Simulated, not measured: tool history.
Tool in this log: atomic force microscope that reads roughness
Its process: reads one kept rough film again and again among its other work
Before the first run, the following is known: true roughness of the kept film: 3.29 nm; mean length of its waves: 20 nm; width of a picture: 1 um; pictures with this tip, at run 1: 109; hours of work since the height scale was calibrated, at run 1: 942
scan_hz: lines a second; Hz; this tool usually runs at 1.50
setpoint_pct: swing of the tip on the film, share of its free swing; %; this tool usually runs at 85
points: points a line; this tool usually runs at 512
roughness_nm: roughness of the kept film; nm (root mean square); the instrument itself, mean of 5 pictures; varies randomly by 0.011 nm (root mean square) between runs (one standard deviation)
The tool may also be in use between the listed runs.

run,hour,scan_hz,setpoint_pct,points,pictures with this tip,hours of work since the height scale was calibrated,roughness_nm
1,0.0,1.50,85,512,109,942,2.457
2,28.2,1.50,85,512,156,962,2.461
3,58.8,3.79,85,512,207,983,2.227
4,83.0,3.79,85,512,248,1000,2.207
# hour 89.5: new tip fitted
5,108.2,1.50,85,272,32,1017,2.419
6,133.4,1.50,85,512,74,1035,2.473
7,157.4,1.50,85,282,114,1052,2.414
8,189.7,1.50,85,282,169,1074,2.404
9,213.4,1.50,56,512,209,1091,2.622
10,231.1,1.50,56,512,239,1103,2.604
# hour 243.4: new tip fitted
11,257.1,1.50,56,512,23,1121,2.597
12,288.0,1.54,85,512,75,1143,2.467
13,305.4,1.50,85,512,105,1155,2.477
14,322.8,1.50,85,512,134,1167,2.452
15,340.1,1.50,85,512,163,1179,2.456
16,357.4,1.50,85,512,192,1191,2.467
17,392.1,1.50,85,512,251,1216,2.433
# hour 397.3: new tip fitted
18,410.5,1.50,85,671,23,1228,2.474
19,429.6,1.50,85,490,55,1241,2.463
20,461.3,0.72,63,997,108,1264,2.627
21,477.7,0.72,63,997,136,1275,2.646
22,513.8,0.72,63,997,197,1300,2.637
23,543.2,1.50,65,512,246,1321,2.588
# hour 549.5: new tip fitted
24,562.0,1.50,65,512,21,1334,2.606
25,599.0,2.92,62,981,83,1360,2.553
26,616.3,2.26,62,981,112,1372,2.586
27,643.3,0.66,57,769,158,1391,2.668
28,667.6,0.66,57,769,198,1408,2.658
29,700.0,0.54,87,522,253,1430,2.576
# hour 702.6: new tip fitted
30,720.5,0.54,87,522,31,1444,2.573
31,735.6,3.56,70,734,56,1455,2.464
32,772.9,3.56,70,734,119,1481,2.441
33,800.9,1.31,85,620,166,1501,2.495
34,825.9,3.19,85,423,208,1518,2.264
# hour 857.0: new tip fitted
35,861.3,3.19,85,423,8,1543,2.266
36,898.1,1.36,85,326,70,1568,2.439
# hour 905.1: height scale calibrated on a step standard
37,918.7,0.61,89,326,103,9,2.524

How the hidden state differs across the entries between the runs, from the last listed run before each to the first after it:
Logged between run 4 and run 5: new tip fitted (hour 89.5)
  radius of the tip, nm: 7.2 -> 7
  the result without the hidden state subtracted from the measured one, roughness_nm: -0.009 -> -0.001 nm (root mean square)
Logged between run 10 and run 11: new tip fitted (hour 243.4)
  radius of the tip, nm: 7.2 -> 7
  the result without the hidden state subtracted from the measured one, roughness_nm: -0.010 -> -0.001 nm (root mean square)
Logged between run 17 and run 18: new tip fitted (hour 397.3)
  radius of the tip, nm: 7.2 -> 7
  the result without the hidden state subtracted from the measured one, roughness_nm: -0.011 -> -0.001 nm (root mean square)
Logged between run 23 and run 24: new tip fitted (hour 549.5)
  radius of the tip, nm: 7.2 -> 7
  the result without the hidden state subtracted from the measured one, roughness_nm: -0.010 -> +0.000 nm (root mean square)
Logged between run 29 and run 30: new tip fitted (hour 702.6)
  radius of the tip, nm: 7.2 -> 7
  the result without the hidden state subtracted from the measured one, roughness_nm: -0.011 -> -0.002 nm (root mean square)
Logged between run 34 and run 35: new tip fitted (hour 857.0)
  radius of the tip, nm: 7.1 -> 7
  the result without the hidden state subtracted from the measured one, roughness_nm: -0.008 -> +0.000 nm (root mean square)
Logged between run 36 and run 37: height scale calibrated on a step standard (hour 905.1)
  height scale over the true one, %: 0.04 -> 0
  the result without the hidden state subtracted from the measured one, roughness_nm: -0.003 -> -0.005 nm (root mean square)
